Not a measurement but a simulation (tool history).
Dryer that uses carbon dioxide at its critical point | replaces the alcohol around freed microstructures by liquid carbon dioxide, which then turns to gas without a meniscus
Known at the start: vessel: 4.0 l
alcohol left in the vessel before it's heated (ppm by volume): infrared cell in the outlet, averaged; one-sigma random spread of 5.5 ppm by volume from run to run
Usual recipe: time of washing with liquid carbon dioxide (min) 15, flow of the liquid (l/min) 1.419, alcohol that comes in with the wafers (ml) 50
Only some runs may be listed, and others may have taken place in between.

run   hour  time of washing with liquid carbon dioxide (min)  flow of the liquid (l/min)  alcohol that comes in with the wafers (ml)  alcohol left in the vessel before it's heated (ppm by volume)
  1    0.0                                                15                       1.419                                          50                                                            295
  2   11.7                                                15                       1.340                                          50                                                            333
  3   21.7                                                15                       2.240                                          50                                                            107
  4   38.5                                                15                       1.419                                          50                                                            292
  5   50.7                                                21                       1.419                                          50                                                            141
  6   58.5                                                15                       1.419                                          50                                                            297
  7   77.7                                                15                       1.419                                          50                                                            304
  8   85.5                                                15                       1.419                                          50                                                            292
  9   96.4                                                15                       1.419                                          50                                                            314
 10  113.4                                                15                       1.419                                          50                                                            302
 11  127.7                                                15                       1.419                                          50                                                            305
 12  145.7                                                15                       1.419                                          50                                                            322
 13  154.0                                                15                       1.419                                          50                                                            315
 14  169.1                                                15                       1.419                                          50                                                            328
 15  178.8                                                15                       1.419                                          50                                                            318
 16  195.8                                                15                       1.419                                          50                                                            332
 17  210.0                                                15                       1.419                                          50                                                            327
 18  223.3                                                15                       1.419                                          50                                                            316
 19  236.9                                                10                       1.419                                          50                                                            915
 20  250.1                                                10                       1.419                                          50                                                            940
 21  268.4                                                15                       1.419                                          28                                                            250
 22  281.2                                                15                       1.419                                          28                                                            246
     290.3  -- inlet filter changed
 23  295.6                                                15                       1.419                                          28                                                            217
 24  312.4                                                15                       1.170                                          50                                                            487
     329.8  -- purifier's bed changed
 25  331.3                                                18                       1.100                                          83                                                            396
 26  340.0                                                17                       1.290                                          47                                                            152
 27  353.7                                                15                       1.600                                          68                                                            127
 28  363.4                                                15                       1.419                                          32                                                            116
 29  382.1                                                15                       1.730                                          77                                                            110
 30  394.7                                                15                       1.730                                          77                                                            102
 31  410.7                                                 9                       1.020                                          28                                                           1124
 32  429.7                                                 9                       1.020                                          28                                                           1165
 33  438.5                                                13                       1.020                                          28                                                            529
 34  449.5                                                15                       1.160                                          50                                                            409
 35  467.0                                                12                       1.160                                         112                                                           1721
 36  481.0                                                15                       1.260                                          50                                                            304
 37  490.3                                                23                       1.210                                          80                                                            107
 38  500.0                                                23                       1.210                                          58                                                             82
 39  507.9                                                10                       1.160                                          22                                                            574
 40  519.6                                                10                       1.160                                          22                                                            578
 41  537.8                                                15                       1.390                                          50                                                            222
 42  551.3                                                15                       1.390                                          50                                                            233

Run 43 has not been measured yet. What should we expect?
 43  560.7                                                 9                       1.350                                          76                                                              ?

For run 43 the tool returned alcohol left in the vessel before it's heated (ppm by volume) 1749.
On a tool with no hidden condition, and with the same random variation, this run would have come out at alcohol left in the vessel before it's heated (ppm by volume) 1587.

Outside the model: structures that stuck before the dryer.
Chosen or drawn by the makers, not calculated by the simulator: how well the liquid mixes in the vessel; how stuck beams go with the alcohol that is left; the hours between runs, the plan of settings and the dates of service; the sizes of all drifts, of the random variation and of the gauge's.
